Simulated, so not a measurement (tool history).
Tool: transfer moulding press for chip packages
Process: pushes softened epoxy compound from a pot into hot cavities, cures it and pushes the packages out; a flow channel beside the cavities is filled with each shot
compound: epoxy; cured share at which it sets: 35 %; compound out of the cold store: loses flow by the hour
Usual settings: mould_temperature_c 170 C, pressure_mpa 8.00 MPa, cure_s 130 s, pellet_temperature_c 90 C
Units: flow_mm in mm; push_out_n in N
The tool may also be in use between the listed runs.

run    day  mould_temperature_c  pressure_mpa  cure_s  pellet_temperature_c  incoming compound's hours out of the cold store  flow_mm  push_out_n
  1  0.000                  170          8.00     130                    90                                             33.7      572         700
  2  0.450                  170          8.00     130                    90                                             31.8      575         742
  3  0.908                  170          9.33     130                    90                                             20.1      653         728
  4  1.454                  170          9.33     130                    90                                             25.6      644         743
     1.850  -- cavities cleaned with cleaning compound and waxed
  5  1.942                  170          9.33     130                    90                                             37.7      602         501
  6  2.292                  170          8.00     130                    95                                             30.6      579         551
  7  2.729                  170          7.91     130                    95                                             46.8      534         538
  8  2.983                  170          7.91     130                    95                                             43.0      544         584
  9  3.383                  170          7.91     130                    95                                             35.8      566         596
 10  3.675                  170          7.91     130                    95                                             42.7      539         611
 11  4.238                  170          7.91     130                    95                                             14.2      624         643
 12  4.788                  170          7.91     130                    95                                             17.5      604         678
 13  5.117                  170          8.00     130                    90                                             29.4      577         661
 14  5.500                  170          8.00     130                    90                                             40.2      546         657
 15  5.812                  170          8.00     130                    87                                              8.2      641         657
 16  6.254                  168          8.00     147                    90                                             47.0      537         641

The next listed run, before its measurement:
 17  6.571                  170          9.66     138                    90                                             43.7        ?           ?

{"run 17": {"flow_mm": 592, "push_out_n": 669}}
Without the tool's hidden state the same run would have given flow_mm 628 mm, push_out_n 497 N.
